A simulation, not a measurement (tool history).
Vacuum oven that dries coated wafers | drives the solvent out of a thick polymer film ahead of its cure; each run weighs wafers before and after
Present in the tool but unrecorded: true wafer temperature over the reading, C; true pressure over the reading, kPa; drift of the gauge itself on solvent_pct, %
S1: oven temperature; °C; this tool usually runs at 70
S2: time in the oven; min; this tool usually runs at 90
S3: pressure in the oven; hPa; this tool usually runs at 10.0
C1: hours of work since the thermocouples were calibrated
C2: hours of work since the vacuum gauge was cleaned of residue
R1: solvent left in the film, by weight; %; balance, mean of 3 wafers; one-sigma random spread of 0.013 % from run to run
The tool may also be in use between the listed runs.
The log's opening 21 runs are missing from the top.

{"run": 22, "hour": 278.6, "S1": 62, "S2": 90, "S3": 10.0, "C1": 645, "C2": 151, "R1": 8.06}
{"run": 23, "hour": 294.7, "S1": 63, "S2": 94, "S3": 10.0, "C1": 654, "C2": 160, "R1": 7.39}
{"hour": 303.0, "done": "oven's thermocouples calibrated"}
{"run": 24, "hour": 314.7, "S1": 63, "S2": 94, "S3": 10.0, "C1": 6, "C2": 170, "R1": 7.65}
{"run": 25, "hour": 325.2, "S1": 56, "S2": 158, "S3": 13.2, "C1": 12, "C2": 176, "R1": 8.81}
{"run": 26, "hour": 336.7, "S1": 56, "S2": 158, "S3": 13.2, "C1": 18, "C2": 182, "R1": 8.8}
{"run": 27, "hour": 344.9, "S1": 85, "S2": 162, "S3": 5.2, "C1": 23, "C2": 186, "R1": 0.27}
{"run": 28, "hour": 358.9, "S1": 81, "S2": 104, "S3": 8.5, "C1": 30, "C2": 194, "R1": 0.83}
{"run": 29, "hour": 374.4, "S1": 81, "S2": 104, "S3": 8.5, "C1": 39, "C2": 202, "R1": 0.85}
{"run": 30, "hour": 391.2, "S1": 81, "S2": 104, "S3": 8.5, "C1": 48, "C2": 211, "R1": 0.84}
{"run": 31, "hour": 409.1, "S1": 83, "S2": 104, "S3": 27.5, "C1": 58, "C2": 221, "R1": 1.68}
{"run": 32, "hour": 416.7, "S1": 83, "S2": 104, "S3": 27.5, "C1": 62, "C2": 225, "R1": 1.68}
{"run": 33, "hour": 425.6, "S1": 77, "S2": 48, "S3": 8.9, "C1": 67, "C2": 230, "R1": 4.54}
{"run": 34, "hour": 443.9, "S1": 75, "S2": 48, "S3": 8.9, "C1": 76, "C2": 240, "R1": 5.43}
{"run": 35, "hour": 461.7, "S1": 64, "S2": 48, "S3": 10.5, "C1": 86, "C2": 250, "R1": 10.34}
{"run": 36, "hour": 469.7, "S1": 64, "S2": 48, "S3": 10.5, "C1": 90, "C2": 254, "R1": 10.31}
{"run": 37, "hour": 478.6, "S1": 62, "S2": 90, "S3": 8.2, "C1": 95, "C2": 259, "R1": 8.17}
{"run": 38, "hour": 491.4, "S1": 56, "S2": 74, "S3": 11.4, "C1": 102, "C2": 266, "R1": 11.68}
{"run": 39, "hour": 504.9, "S1": 56, "S2": 74, "S3": 11.4, "C1": 110, "C2": 273, "R1": 11.67}
{"run": 40, "hour": 515.2, "S1": 56, "S2": 74, "S3": 12.0, "C1": 115, "C2": 279, "R1": 11.74}
{"run": 41, "hour": 524.7, "S1": 56, "S2": 74, "S3": 12.0, "C1": 120, "C2": 284, "R1": 11.72}
{"run": 42, "hour": 542.1, "S1": 56, "S2": 74, "S3": 12.0, "C1": 130, "C2": 293, "R1": 11.73}
{"run": 43, "hour": 557.7, "S1": 55, "S2": 82, "S3": 10.0, "C1": 138, "C2": 302, "R1": 11.55}

What does the tool deliver on the next run?
{"run": 44, "hour": 575.8, "S1": 61, "S2": 52, "S3": 5.8, "C1": 148, "C2": 312, "R1": "?"}

{"run 44": {"R1": 10.85}}
On a tool with no hidden condition, and with the same random variation, this run would have come out at R1 10.88 %.
